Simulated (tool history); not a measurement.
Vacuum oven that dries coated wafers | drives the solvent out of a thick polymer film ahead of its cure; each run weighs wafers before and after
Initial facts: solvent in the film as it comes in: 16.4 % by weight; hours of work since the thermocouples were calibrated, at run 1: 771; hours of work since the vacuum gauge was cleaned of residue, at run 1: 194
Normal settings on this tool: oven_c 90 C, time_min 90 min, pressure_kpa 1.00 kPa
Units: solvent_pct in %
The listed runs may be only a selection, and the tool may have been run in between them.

run   hour  oven_c  time_min  pressure_kpa  hours of work since the thermocouples were calibrated  hours of work since the vacuum gauge was cleaned of residue  solvent_pct
  1    0.0      90        90          1.00                                                    771                                                          194         1.49
  2   36.2      90        90          1.00                                                    787                                                          210         1.57
      55.5  -- oven's thermocouples calibrated
  3   61.6      90        47          1.00                                                      3                                                          220         3.97
  4   98.5      90        90          1.30                                                     19                                                          236         1.60
  5  133.3      90        90          1.30                                                     34                                                          252         1.66
  6  160.8      95        90          1.00                                                     47                                                          264         0.82
  7  176.3      90        90          1.00                                                     53                                                          271         1.54
  8  193.2      90        90          1.00                                                     61                                                          278         1.62
  9  216.0      90        90          1.00                                                     71                                                          288         1.49
 10  236.5      90        90          0.77                                                     80                                                          297         1.54
 11  258.3      90        90          1.00                                                     90                                                          307         1.59
 12  293.7      90        90          1.00                                                    105                                                          323         1.44
 13  330.9      90        90          1.00                                                    122                                                          339         1.63
 14  360.5      90        90          1.00                                                    135                                                          352         1.57
 15  383.8      84        90          1.00                                                    145                                                          362         3.21
 16  406.9      84        90          1.00                                                    155                                                          373         3.23
 17  442.9      90        90          1.00                                                    171                                                          389         1.53
 18  462.7      90        90          1.00                                                    180                                                          397         1.54
 19  493.7      90        90          1.00                                                    194                                                          411         1.55
 20  529.6      90        90          1.00                                                    210                                                          427         1.62
 21  566.4      90        90          1.00                                                    226                                                          443         1.47
 22  583.8      90        90          1.00                                                    234                                                          451         1.63
 23  602.0      89        56          2.29                                                    242                                                          459         4.15
 24  624.3      84       160          0.56                                                    251                                                          469         1.19
 25  654.4      84       160          0.56                                                    265                                                          482         1.11
 26  679.2      90        73          1.12                                                    276                                                          493         2.25
 27  703.5      90        73          1.12                                                    286                                                          504         2.32
 28  728.6      90        63          1.12                                                    298                                                          515         2.77
 29  752.3      90        63          1.12                                                    308                                                          525         2.87
 30  771.9      90        63          1.12                                                    317                                                          534         2.90
 31  791.8      81        68          1.00                                                    326                                                          543         5.53

Run 32 is up next; what results do you expect?
 32  827.8      81        68          1.00                                                    341                                                          559            ?

{"run 32": {"solvent_pct": 5.49}}
Without the tool's hidden state the same run would have given solvent_pct 5.48 %.
